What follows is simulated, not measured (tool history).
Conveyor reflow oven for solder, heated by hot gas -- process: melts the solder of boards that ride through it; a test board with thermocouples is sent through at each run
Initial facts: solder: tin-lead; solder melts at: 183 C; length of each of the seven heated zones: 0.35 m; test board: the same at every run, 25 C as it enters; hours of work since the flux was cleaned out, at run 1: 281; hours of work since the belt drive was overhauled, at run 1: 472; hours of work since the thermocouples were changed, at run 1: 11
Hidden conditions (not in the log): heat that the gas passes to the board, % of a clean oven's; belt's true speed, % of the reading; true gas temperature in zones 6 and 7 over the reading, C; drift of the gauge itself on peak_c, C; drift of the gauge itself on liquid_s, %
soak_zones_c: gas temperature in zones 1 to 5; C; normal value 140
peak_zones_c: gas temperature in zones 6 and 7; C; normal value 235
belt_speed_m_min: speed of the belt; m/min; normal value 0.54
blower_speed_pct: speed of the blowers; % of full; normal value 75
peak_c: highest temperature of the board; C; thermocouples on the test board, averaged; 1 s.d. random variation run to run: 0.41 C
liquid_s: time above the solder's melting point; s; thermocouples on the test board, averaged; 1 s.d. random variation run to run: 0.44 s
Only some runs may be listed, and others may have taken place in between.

run	hour	soak_zones_c	peak_zones_c	belt_speed_m_min	blower_speed_pct	hours of work since the flux was cleaned out	hours of work since the belt drive was overhauled	hours of work since the thermocouples were changed	peak_c	liquid_s
1	0	140	235	0.54	75	281	472	11	215.8	57.1
2	47.1	140	235	0.54	75	303	493	33	215.6	57.9
3	101.4	140	235	0.54	75	328	519	58	216.5	57.1
4	141.1	140	235	0.54	75	346	537	76	214.8	56.4
5	175.7	140	235	0.54	75	362	553	92	215	57
6	213.2	140	235	0.54	75	380	570	110	215.4	56.5
7	245.4	140	235	0.54	75	395	585	125	215.5	56.4
8	298.9	140	235	0.54	75	419	610	149	213.9	56.6
# hour 308.2: flux residue cleaned out of gas plates and filters
9	355.4	140	235	0.54	75	22	634	173	212.2	53.6
10	387.3	140	235	0.54	75	37	648	188	211.1	53.2
# hour 414.5: flux residue cleaned out of gas plates and filters, once more
11	416.4	140	235	0.54	64	1	659	199	215	56.5
12	456.8	140	238	0.433	75	20	678	218	227.2	82.9
13	510.2	140	234	0.448	73	44	703	242	223.1	76.7
14	541.9	140	246	0.54	79	59	717	257	229.9	66.9
15	576.2	140	226	0.477	75	75	733	273	213.9	64.5

Here are 3 independent what-if runs from the current tool condition. What would each one return?
A	625.3	140	226	0.568	68	97	756	295	?	?
B	625.3	152	230	0.54	60	97	756	295	?	?
C	625.3	126	225	0.539	75	97	756	295	?	?

run	peak_c	liquid_s
A	207	45.4
B	212.1	59.2
C	207	45.3
Had the tool no hidden state, the same runs would have come out as:
run	peak_c	liquid_s
A	207	45.3
B	211.9	58.9
C	207.1	45.4
